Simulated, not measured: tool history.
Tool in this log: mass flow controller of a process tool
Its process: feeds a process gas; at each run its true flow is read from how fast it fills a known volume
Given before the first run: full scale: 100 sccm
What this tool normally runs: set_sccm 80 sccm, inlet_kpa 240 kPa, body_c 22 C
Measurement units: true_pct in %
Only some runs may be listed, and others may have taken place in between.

run 1 hour=0 | set_sccm=80 inlet_kpa=240 body_c=22 | true_pct=102.81
run 2 hour=214.5 | set_sccm=80 inlet_kpa=240 body_c=22 | true_pct=102.78
run 3 hour=405.7 | set_sccm=80 inlet_kpa=240 body_c=22 | true_pct=102.94
run 4 hour=512.9 | set_sccm=80 inlet_kpa=240 body_c=22 | true_pct=103.04
run 5 hour=655 | set_sccm=80 inlet_kpa=240 body_c=22 | true_pct=102.93
run 6 hour=821.9 | set_sccm=80 inlet_kpa=240 body_c=22 | true_pct=103.07
run 7 hour=1027.8 | set_sccm=80 inlet_kpa=240 body_c=22 | true_pct=103.13
run 8 hour=1142.7 | set_sccm=80 inlet_kpa=240 body_c=22 | true_pct=103.22
run 9 hour=1281.7 | set_sccm=80 inlet_kpa=240 body_c=22 | true_pct=103.19
run 10 hour=1481.7 | set_sccm=80 inlet_kpa=240 body_c=22 | true_pct=103.23
run 11 hour=1698.3 | set_sccm=80 inlet_kpa=240 body_c=22 | true_pct=103.24
run 12 hour=1900.3 | set_sccm=80 inlet_kpa=240 body_c=22 | true_pct=103.47
run 13 hour=2066.2 | set_sccm=80 inlet_kpa=240 body_c=22 | true_pct=103.47
run 14 hour=2271.3 | set_sccm=80 inlet_kpa=163 body_c=22 | true_pct=104.05
run 15 hour=2482.1 | set_sccm=80 inlet_kpa=163 body_c=22 | true_pct=104.07
run 16 hour=2634.5 | set_sccm=80 inlet_kpa=163 body_c=22 | true_pct=104.25
run 17 hour=2805.6 | set_sccm=80 inlet_kpa=240 body_c=22 | true_pct=103.73
run 18 hour=3026.3 | set_sccm=80 inlet_kpa=253 body_c=22 | true_pct=103.81
run 19 hour=3235.9 | set_sccm=80 inlet_kpa=253 body_c=22 | true_pct=104.02
run 20 hour=3374.4 | set_sccm=80 inlet_kpa=240 body_c=22 | true_pct=104.13
-- hour=3536.8 controller's zero set anew
run 21 hour=3591.1 | set_sccm=80 inlet_kpa=240 body_c=23 | true_pct=103.5
run 22 hour=3776.1 | set_sccm=80 inlet_kpa=240 body_c=23 | true_pct=103.68
run 23 hour=3931.7 | set_sccm=27 inlet_kpa=241 body_c=25 | true_pct=103.2
run 24 hour=4124.4 | set_sccm=17 inlet_kpa=240 body_c=37 | true_pct=102.14
run 25 hour=4248.7 | set_sccm=94 inlet_kpa=147 body_c=35 | true_pct=103.42
run 26 hour=4392.7 | set_sccm=94 inlet_kpa=147 body_c=35 | true_pct=103.18
run 27 hour=4581 | set_sccm=22 inlet_kpa=147 body_c=35 | true_pct=103.09
run 28 hour=4728.9 | set_sccm=38 inlet_kpa=191 body_c=38 | true_pct=102.44
run 29 hour=4894.9 | set_sccm=93 inlet_kpa=246 body_c=27 | true_pct=103.77
run 30 hour=5076.4 | set_sccm=80 inlet_kpa=211 body_c=30 | true_pct=103.62
run 31 hour=5283.5 | set_sccm=80 inlet_kpa=211 body_c=30 | true_pct=103.75
run 32 hour=5436.7 | set_sccm=52 inlet_kpa=182 body_c=21 | true_pct=104.58
run 33 hour=5607.6 | set_sccm=52 inlet_kpa=182 body_c=40 | true_pct=102.7
run 34 hour=5814.2 | set_sccm=37 inlet_kpa=145 body_c=23 | true_pct=104.62
-- hour=5934.2 controller exchanged for a calibrated one
run 35 hour=6014.4 | set_sccm=80 inlet_kpa=258 body_c=37 | true_pct=98.42
run 36 hour=6151.7 | set_sccm=18 inlet_kpa=179 body_c=30 | true_pct=99.11
run 37 hour=6295.6 | set_sccm=80 inlet_kpa=243 body_c=29 | true_pct=99.38
run 38 hour=6455.9 | set_sccm=80 inlet_kpa=243 body_c=29 | true_pct=99.25
run 39 hour=6608.2 | set_sccm=32 inlet_kpa=240 body_c=22 | true_pct=99.85
run 40 hour=6836.4 | set_sccm=32 inlet_kpa=240 body_c=22 | true_pct=99.81

Each row is a separate what-if for the run after 40, all from the same tool condition, not one after another. Results?
run A hour=6989.7 | set_sccm=80 inlet_kpa=201 body_c=22 | true_pct=?
run B hour=6989.7 | set_sccm=32 inlet_kpa=240 body_c=33 | true_pct=?
run C hour=6989.7 | set_sccm=33 inlet_kpa=240 body_c=21 | true_pct=?

run=A true_pct=100.46
run=B true_pct=98.88
run=C true_pct=100.11
The same runs, with their run-to-run variation unchanged, on a tool lacking any hidden condition would have given:
run=A true_pct=100.07
run=B true_pct=98.39
run=C true_pct=99.62
